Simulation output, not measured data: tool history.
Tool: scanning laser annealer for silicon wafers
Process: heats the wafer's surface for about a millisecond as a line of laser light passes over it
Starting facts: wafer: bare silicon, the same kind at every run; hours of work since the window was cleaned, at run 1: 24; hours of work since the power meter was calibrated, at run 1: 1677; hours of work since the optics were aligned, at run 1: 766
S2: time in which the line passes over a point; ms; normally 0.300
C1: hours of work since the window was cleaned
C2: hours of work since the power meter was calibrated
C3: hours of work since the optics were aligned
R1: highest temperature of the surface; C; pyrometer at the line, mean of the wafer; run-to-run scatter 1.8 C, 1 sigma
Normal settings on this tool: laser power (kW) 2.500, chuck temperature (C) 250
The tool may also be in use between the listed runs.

Run 1, day 0.000: usual settings; C1 24; C2 1677; C3 766. Result: R1 1016 C.
Run 2, day 2.533: usual settings but laser power (kW) 2.713; C1 53; C2 1706; C3 795. Result: R1 1078 C.
At day 2.971: optics aligned, line set to its width.
Run 3, day 6.250: usual settings but S2 0.259 ms; C1 93; C2 1746; C3 37. Result: R1 964 C.
Run 4, day 9.979: usual settings but S2 0.259 ms; C1 135; C2 1788; C3 80. Result: R1 962 C.
Run 5, day 12.496: usual settings but S2 0.259 ms; C1 164; C2 1817; C3 108. Result: R1 962 C.
Run 6, day 15.592: usual settings but S2 0.259 ms; C1 199; C2 1852; C3 144. Result: R1 963 C.
Run 7, day 19.225: usual settings but S2 0.259 ms; C1 240; C2 1894; C3 185. Result: R1 960 C.
Run 8, day 22.592: usual settings but S2 0.259 ms; C1 279; C2 1932; C3 223. Result: R1 962 C.
Run 9, day 25.196: usual settings but S2 0.259 ms; C1 308; C2 1962; C3 253. Result: R1 955 C.
Run 10, day 28.596: usual settings but S2 0.259 ms; C1 347; C2 2000; C3 292. Result: R1 959 C.
Run 11, day 32.212: usual settings but S2 0.259 ms; C1 388; C2 2041; C3 333. Result: R1 958 C.
Run 12, day 35.258: usual settings but laser power (kW) 2.399, S2 0.254 ms, chuck temperature (C) 281; C1 423; C2 2076; C3 368. Result: R1 950 C.
Run 13, day 37.521: usual settings but laser power (kW) 2.543, S2 0.377 ms, chuck temperature (C) 285; C1 449; C2 2102; C3 393. Result: R1 1153 C.

The next listed run, before its measurement:
Run 14, day 40.812: usual settings but S2 0.245 ms, chuck temperature (C) 249; C1 486; C2 2139; C3 431. Result: R1 ?.

Run 14 gave R1 936 C.
If the tool had no hidden condition, the same run with the same run-to-run variation would have returned R1 945 C.
